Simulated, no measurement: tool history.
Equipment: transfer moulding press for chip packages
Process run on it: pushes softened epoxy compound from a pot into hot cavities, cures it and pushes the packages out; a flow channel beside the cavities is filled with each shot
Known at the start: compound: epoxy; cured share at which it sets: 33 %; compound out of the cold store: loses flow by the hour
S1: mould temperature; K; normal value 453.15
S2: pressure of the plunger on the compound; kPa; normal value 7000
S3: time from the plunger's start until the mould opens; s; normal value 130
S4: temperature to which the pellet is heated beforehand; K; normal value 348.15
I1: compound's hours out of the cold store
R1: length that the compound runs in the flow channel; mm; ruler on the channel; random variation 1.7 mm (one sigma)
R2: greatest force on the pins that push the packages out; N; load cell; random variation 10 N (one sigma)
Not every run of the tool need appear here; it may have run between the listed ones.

{"run": 1, "hour": 0.0, "S1": 453.15, "S2": 7000, "S3": 130, "S4": 348.15, "I1": 23.7, "R1": 830, "R2": 438}
{"hour": 79.4, "done": "cavities cleaned with cleaning compound and waxed"}
{"run": 2, "hour": 82.0, "S1": 453.15, "S2": 7000, "S3": 130, "S4": 348.15, "I1": 44.4, "R1": 725, "R2": 450}
{"hour": 123.8, "done": "mould's thermocouples calibrated"}
{"hour": 167.5, "done": "cavities cleaned with cleaning compound and waxed"}
{"run": 3, "hour": 178.1, "S1": 453.15, "S2": 7290, "S3": 130, "S4": 348.15, "I1": 28.4, "R1": 816, "R2": 486}
{"hour": 248.6, "done": "cavities cleaned with cleaning compound and waxed"}
{"run": 4, "hour": 265.2, "S1": 453.15, "S2": 7290, "S3": 130, "S4": 348.15, "I1": 36.7, "R1": 767, "R2": 494}
{"hour": 288.7, "done": "plunger's sealing rings changed"}
{"hour": 331.0, "done": "cavities cleaned with cleaning compound and waxed"}
{"run": 5, "hour": 343.1, "S1": 453.15, "S2": 7290, "S3": 130, "S4": 348.15, "I1": 17.5, "R1": 891, "R2": 479}
{"hour": 409.3, "done": "cavities cleaned with cleaning compound and waxed"}
{"run": 6, "hour": 420.4, "S1": 453.15, "S2": 8140, "S3": 130, "S4": 348.15, "I1": 39.5, "R1": 814, "R2": 491}
{"hour": 492.1, "done": "cavities cleaned with cleaning compound and waxed"}
{"run": 7, "hour": 493.1, "S1": 453.15, "S2": 8140, "S3": 130, "S4": 348.15, "I1": 47.5, "R1": 769, "R2": 446}
{"hour": 502.6, "done": "mould's thermocouples calibrated, once more"}
{"run": 8, "hour": 556.8, "S1": 453.15, "S2": 8140, "S3": 130, "S4": 348.15, "I1": 41.1, "R1": 800, "R2": 578}
{"hour": 579.2, "done": "cavities cleaned with cleaning compound and waxed"}
{"run": 9, "hour": 631.7, "S1": 453.15, "S2": 8140, "S3": 130, "S4": 348.15, "I1": 28.2, "R1": 863, "R2": 593}
{"hour": 661.7, "done": "cavities cleaned with cleaning compound and waxed"}
{"run": 10, "hour": 695.3, "S1": 452.15, "S2": 7000, "S3": 130, "S4": 348.15, "I1": 34.8, "R1": 766, "R2": 539}
{"hour": 744.2, "done": "plunger's sealing rings changed"}
{"hour": 745.7, "done": "cavities cleaned with cleaning compound and waxed"}
{"run": 11, "hour": 782.7, "S1": 453.15, "S2": 5320, "S3": 130, "S4": 348.15, "I1": 25.8, "R1": 723, "R2": 528}
{"hour": 828.0, "done": "cavities cleaned with cleaning compound and waxed"}
{"run": 12, "hour": 837.5, "S1": 453.15, "S2": 7000, "S3": 130, "S4": 348.15, "I1": 22.6, "R1": 845, "R2": 509}
{"run": 13, "hour": 891.4, "S1": 453.15, "S2": 7000, "S3": 130, "S4": 348.15, "I1": 19.0, "R1": 862, "R2": 585}
{"hour": 907.2, "done": "cavities cleaned with cleaning compound and waxed"}
{"hour": 985.5, "done": "cavities cleaned with cleaning compound and waxed"}
{"run": 14, "hour": 987.0, "S1": 453.15, "S2": 6230, "S3": 130, "S4": 358.15, "I1": 27.2, "R1": 763, "R2": 471}
{"run": 15, "hour": 1027.1, "S1": 453.15, "S2": 6230, "S3": 130, "S4": 358.15, "I1": 43.3, "R1": 690, "R2": 563}
{"hour": 1067.3, "done": "cavities cleaned with cleaning compound and waxed"}
{"run": 16, "hour": 1103.6, "S1": 453.15, "S2": 7000, "S3": 125, "S4": 351.15, "I1": 18.6, "R1": 849, "R2": 571}
{"hour": 1111.4, "done": "mould's thermocouples calibrated"}
{"hour": 1147.8, "done": "cavities cleaned with cleaning compound and waxed"}
{"run": 17, "hour": 1147.8, "S1": 452.15, "S2": 5280, "S3": 130, "S4": 348.15, "I1": 32.2, "R1": 681, "R2": 491}
{"hour": 1200.5, "done": "plunger's sealing rings changed"}
{"run": 18, "hour": 1215.8, "S1": 449.15, "S2": 5370, "S3": 121, "S4": 346.15, "I1": 21.0, "R1": 764, "R2": 814}
{"hour": 1229.8, "done": "cavities cleaned with cleaning compound and waxed"}
{"run": 19, "hour": 1270.9, "S1": 459.15, "S2": 5250, "S3": 130, "S4": 348.15, "I1": 33.8, "R1": 669, "R2": 527}
{"hour": 1310.1, "done": "cavities cleaned with cleaning compound and waxed"}
{"run": 20, "hour": 1311.7, "S1": 459.15, "S2": 5990, "S3": 130, "S4": 348.15, "I1": 37.7, "R1": 694, "R2": 426}
{"run": 21, "hour": 1361.1, "S1": 459.15, "S2": 5990, "S3": 130, "S4": 348.15, "I1": 44.2, "R1": 666, "R2": 517}
{"hour": 1391.1, "done": "cavities cleaned with cleaning compound and waxed"}
{"run": 22, "hour": 1434.7, "S1": 459.15, "S2": 5990, "S3": 130, "S4": 348.15, "I1": 35.0, "R1": 702, "R2": 531}
{"hour": 1475.3, "done": "cavities cleaned with cleaning compound and waxed"}
{"run": 23, "hour": 1497.0, "S1": 459.15, "S2": 5990, "S3": 130, "S4": 348.15, "I1": 12.1, "R1": 806, "R2": 491}
{"hour": 1556.4, "done": "cavities cleaned with cleaning compound and waxed"}
{"run": 24, "hour": 1573.5, "S1": 459.15, "S2": 5990, "S3": 130, "S4": 348.15, "I1": 41.7, "R1": 666, "R2": 482}
{"hour": 1637.5, "done": "cavities cleaned with cleaning compound and waxed"}
{"hour": 1654.8, "done": "plunger's sealing rings changed"}
{"run": 25, "hour": 1654.8, "S1": 458.15, "S2": 8380, "S3": 119, "S4": 341.15, "I1": 15.1, "R1": 960, "R2": 474}

Forecast each of these 3 alternatives for the next run:
{"run": "A", "hour": 1713.5, "S1": 456.15, "S2": 7370, "S3": 155, "S4": 341.15, "I1": 26.8, "R1": "?", "R2": "?"}
{"run": "B", "hour": 1713.5, "S1": 450.15, "S2": 7000, "S3": 151, "S4": 348.15, "I1": 39.5, "R1": "?", "R2": "?"}
{"run": "C", "hour": 1713.5, "S1": 458.15, "S2": 5430, "S3": 130, "S4": 338.15, "I1": 18.7, "R1": "?", "R2": "?"}

run=A R1=832 R2=559
run=B R1=768 R2=594
run=C R1=753 R2=573
Without the tool's hidden state the same runs would have given:
run=A R1=838 R2=413
run=B R1=773 R2=444
run=C R1=757 R2=425
